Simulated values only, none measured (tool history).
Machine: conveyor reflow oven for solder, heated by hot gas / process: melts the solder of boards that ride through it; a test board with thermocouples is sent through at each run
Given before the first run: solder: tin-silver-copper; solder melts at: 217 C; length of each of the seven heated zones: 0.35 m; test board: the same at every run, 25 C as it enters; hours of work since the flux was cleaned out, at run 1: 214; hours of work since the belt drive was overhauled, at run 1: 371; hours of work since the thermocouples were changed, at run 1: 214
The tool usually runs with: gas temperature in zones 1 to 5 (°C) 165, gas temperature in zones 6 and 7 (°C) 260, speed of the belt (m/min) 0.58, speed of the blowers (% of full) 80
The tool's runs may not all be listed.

| run | hour | gas temperature in zones 1 to 5 (°C) | gas temperature in zones 6 and 7 (°C) | speed of the belt (m/min) | speed of the blowers (% of full) | hours of work since the flux was cleaned out | hours of work since the belt drive was overhauled | hours of work since the thermocouples were changed | highest temperature of the board (°C) | time above the solder's melting point (s) |
|---|---|---|---|---|---|---|---|---|---|---|
| 1 | 0 | 165 | 260 | 0.58 | 80 | 214 | 371 | 214 | 249 | 50.2 |
| 2 | 24 | 165 | 260 | 0.58 | 80 | 224 | 382 | 224 | 248.5 | 50.1 |
| 3 | 38.3 | 165 | 260 | 0.58 | 81 | 230 | 388 | 230 | 248.3 | 50.8 |
| 4 | 66.3 | 165 | 260 | 0.58 | 80 | 243 | 401 | 243 | 248.6 | 50.6 |
| 5 | 88 | 165 | 260 | 0.58 | 80 | 252 | 410 | 252 | 250.1 | 50.3 |
| 6 | 118.1 | 160 | 260 | 0.58 | 80 | 266 | 423 | 266 | 248.3 | 48.7 |
| 7 | 140.2 | 165 | 260 | 0.58 | 80 | 276 | 433 | 276 | 248.5 | 50.8 |
| 8 | 170.5 | 165 | 260 | 0.58 | 80 | 289 | 447 | 289 | 249.2 | 50.9 |
| 9 | 199.5 | 165 | 260 | 0.466 | 55 | 302 | 460 | 302 | 248.1 | 62 |
| 10 | 218.1 | 165 | 260 | 0.466 | 55 | 310 | 468 | 310 | 248.4 | 61.4 |
| 11 | 246.6 | 153 | 260 | 0.58 | 88 | 323 | 480 | 323 | 249.1 | 47.5 |
| 12 | 277.8 | 153 | 260 | 0.58 | 88 | 337 | 494 | 337 | 248.6 | 48.2 |
| 13 | 297.5 | 158 | 260 | 0.58 | 85 | 345 | 503 | 345 | 248.6 | 48.9 |
|  | 315.1 | flux residue cleaned out of gas plates and filters |
| 14 | 326.5 | 176 | 249 | 0.697 | 85 | 5 | 514 | 356 | 236.5 | 35.8 |
| 15 | 340.1 | 155 | 257 | 0.697 | 53 | 11 | 520 | 362 | 228.2 | 17 |
| 16 | 354.5 | 162 | 262 | 0.54 | 61 | 17 | 526 | 368 | 246.4 | 50.1 |

Branching from run 16: 4 alternative next runs. What would each branch give?
| A | 385.5 | 178 | 260 | 0.475 | 80 | 31 | 540 | 382 | ? | ? |
| B | 385.5 | 162 | 273 | 0.54 | 61 | 31 | 540 | 382 | ? | ? |
| C | 385.5 | 173 | 260 | 0.696 | 86 | 31 | 540 | 382 | ? | ? |
| D | 385.5 | 162 | 262 | 0.629 | 61 | 31 | 540 | 382 | ? | ? |

| run | highest temperature of the board (°C) | time above the solder's melting point (s) |
|---|---|---|
| A | 255.1 | 73.6 |
| B | 256.4 | 57.9 |
| C | 245.9 | 42.1 |
| D | 241.5 | 37.9 |
Take away the tool's hidden state, keep each run's random variation, and the runs would have read:
| run | highest temperature of the board (°C) | time above the solder's melting point (s) |
|---|---|---|
| A | 255.2 | 73.6 |
| B | 256.4 | 57.9 |
| C | 246 | 42.1 |
| D | 241.6 | 37.9 |

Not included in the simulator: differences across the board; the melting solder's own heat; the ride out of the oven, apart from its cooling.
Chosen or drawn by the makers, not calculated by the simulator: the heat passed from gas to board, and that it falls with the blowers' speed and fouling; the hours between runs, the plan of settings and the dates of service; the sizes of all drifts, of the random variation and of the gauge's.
